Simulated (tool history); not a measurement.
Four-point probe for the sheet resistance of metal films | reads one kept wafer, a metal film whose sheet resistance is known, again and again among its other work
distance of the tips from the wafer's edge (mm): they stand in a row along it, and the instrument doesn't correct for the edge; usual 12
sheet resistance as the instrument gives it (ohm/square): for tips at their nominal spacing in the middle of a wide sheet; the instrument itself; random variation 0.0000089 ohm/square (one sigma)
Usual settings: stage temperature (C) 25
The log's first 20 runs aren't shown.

run    hour  stage temperature (C)  distance of the tips from the wafer's edge (mm)  touches since the probe head was changed  hours of work since the stage's thermometer was calibrated  sheet resistance as the instrument gives it (ohm/square)
 21  1328.1                     29                                               60                                     12150                                                          75                                                  0.044542
 22  1427.5                     29                                               60                                     16866                                                         132                                                  0.044559
 23  1519.3                     21                                               12                                     21225                                                         185                                                  0.044903
 24  1612.1                     23                                               22                                     25629                                                         239                                                  0.044804
 25  1679.1                     23                                               20                                     28809                                                         277                                                  0.044798
 26  1778.9                     23                                               20                                     33545                                                         335                                                  0.044833
 27  1880.5                     30                                               18                                     38367                                                         394                                                  0.044632
 28  1925.7                     33                                                9                                     40511                                                         420                                                  0.044665
 29  1967.7                     33                                                9                                     42503                                                         444                                                  0.044653
 30  2069.8                     33                                               40                                     47349                                                         503                                                  0.044562
 31  2151.5                     33                                               40                                     51226                                                         550                                                  0.044572
 32  2227.4                     33                                               40                                     54829                                                         594                                                  0.044594
 33  2299.4                     25                                               52                                     58247                                                         635                                                  0.044839
 34    2355                     27                                               10                                     60885                                                         667                                                  0.044883
 35  2406.9                     27                                               10                                     63349                                                         697                                                  0.044893
 36  2491.1                     27                                               10                                     67342                                                         746                                                  0.044896
 37  2593.9                     25                                               64                                     72224                                                         805                                                  0.044915
 38  2697.6                     20                                                5                                     77141                                                         865                                                  0.045469
 39  2743.6                     23                                               17                                     79327                                                         892                                                  0.045028

5 ways to go on from here, each from the tool as it stands after run 39. What would each give?
  A  2830.4                     34                                               17                                     83446                                                         942                                                         ?
  B  2830.4                     22                                               47                                     83446                                                         942                                                         ?
  C  2830.4                     24                                               17                                     83446                                                         942                                                         ?
  D  2830.4                     23                                               42                                     83446                                                         942                                                         ?
  E  2830.4                     23                                                8                                     83446                                                         942                                                         ?

run  sheet resistance as the instrument gives it (ohm/square)
  A                                                  0.044699
  B                                                   0.04505
  C                                                  0.045019
  D                                                  0.045011
  E                                                  0.045159
Without the tool's hidden state the same runs would have given:
run  sheet resistance as the instrument gives it (ohm/square)
  A                                                  0.044393
  B                                                  0.044743
  C                                                  0.044712
  D                                                  0.044704
  E                                                  0.044851
